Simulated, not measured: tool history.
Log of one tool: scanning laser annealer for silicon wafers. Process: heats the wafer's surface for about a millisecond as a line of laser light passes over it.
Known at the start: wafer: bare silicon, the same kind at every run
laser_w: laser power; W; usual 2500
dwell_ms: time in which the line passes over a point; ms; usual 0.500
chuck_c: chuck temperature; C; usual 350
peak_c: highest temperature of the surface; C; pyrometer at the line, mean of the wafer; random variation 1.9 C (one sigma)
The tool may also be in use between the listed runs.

| run | day | laser_w | dwell_ms | chuck_c | peak_c |
|---|---|---|---|---|---|
| 1 | 0.000 | 2500 | 0.500 | 350 | 1174 |
| 2 | 2.004 | 2500 | 0.500 | 325 | 1149 |
| 3 | 4.829 | 2500 | 0.487 | 325 | 1137 |
| 4 | 7.904 | 2500 | 0.487 | 325 | 1134 |
| 5 | 9.867 | 2500 | 0.487 | 325 | 1133 |
| 6 | 11.558 | 2500 | 0.487 | 325 | 1133 |
| 7 | 14.167 | 2500 | 0.487 | 325 | 1135 |
| 8 | 16.354 | 2500 | 0.487 | 325 | 1132 |
| 9 | 19.267 | 2500 | 0.500 | 316 | 1138 |
| 10 | 22.125 | 2286 | 0.404 | 350 | 1006 |
| 11 | 23.867 | 2500 | 0.361 | 321 | 998 |
| 12 | 25.229 | 2407 | 0.507 | 326 | 1118 |
| 13 | 26.621 | 2626 | 0.401 | 381 | 1139 |
|  | 27.408 | optics aligned, line set to its width |
| 14 | 29.838 | 2626 | 0.401 | 381 | 1144 |
| 15 | 31.508 | 2626 | 0.401 | 381 | 1141 |
| 16 | 34.358 | 2584 | 0.614 | 344 | 1302 |
| 17 | 37.158 | 2500 | 0.377 | 338 | 1032 |

4 ways to go on from here, each from the tool as it stands after run 17. What would each give?
| A | 39.233 | 2500 | 0.417 | 350 | ? |
| B | 39.233 | 2571 | 0.500 | 350 | ? |
| C | 39.233 | 2714 | 0.592 | 342 | ? |
| D | 39.233 | 2170 | 0.364 | 353 | ? |

| run | peak_c |
|---|---|
| A | 1087 |
| B | 1192 |
| C | 1329 |
| D | 937 |
Without the tool's hidden state the same runs would have given:
| run | peak_c |
|---|---|
| A | 1104 |
| B | 1212 |
| C | 1352 |
| D | 951 |

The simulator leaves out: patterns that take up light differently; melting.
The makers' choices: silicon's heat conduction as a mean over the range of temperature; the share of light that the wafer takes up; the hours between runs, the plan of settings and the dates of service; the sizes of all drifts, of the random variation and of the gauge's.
